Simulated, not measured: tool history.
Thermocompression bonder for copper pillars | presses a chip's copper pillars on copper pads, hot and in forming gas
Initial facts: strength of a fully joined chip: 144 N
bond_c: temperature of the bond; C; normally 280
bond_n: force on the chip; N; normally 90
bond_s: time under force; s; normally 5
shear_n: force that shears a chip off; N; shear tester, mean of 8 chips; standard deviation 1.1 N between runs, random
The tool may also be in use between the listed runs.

run	hour	bond_c	bond_n	bond_s	shear_n
1	0	280	90	5	87.8
2	9.9	280	90	5	88.6
3	19.2	280	90	5	87.6
4	30	275	90	5	82.7
5	36.1	275	90	5	82.6
6	47.1	275	90	5	81.4
7	53.6	275	90	5	80.1
8	61.5	275	90	5	80.4
9	73.3	275	90	5	81.9
10	84	301	90	5	103.1
11	96.1	292	67	5	82.1
12	105	280	123	5	99.3
13	111.9	303	90	10	117.4
14	123.2	303	90	10	119
# hour 130.1: force cell calibrated
15	133.8	280	90	3	74.2
16	145.1	259	111	5	75.2
17	153.6	289	105	3	86.7

Consider 3 possible next runs. They are alternatives, not a sequence: every one starts from the tool as it was left by run 17. What does each give?
A	163.6	280	113	4	?
B	163.6	280	90	5	?
C	163.6	289	105	5	?

run	shear_n
A	88.7
B	86.1
C	101.4
Take away the tool's hidden state, keep each run's random variation, and the runs would have read:
run	shear_n
A	97.4
B	94.7
C	110.6

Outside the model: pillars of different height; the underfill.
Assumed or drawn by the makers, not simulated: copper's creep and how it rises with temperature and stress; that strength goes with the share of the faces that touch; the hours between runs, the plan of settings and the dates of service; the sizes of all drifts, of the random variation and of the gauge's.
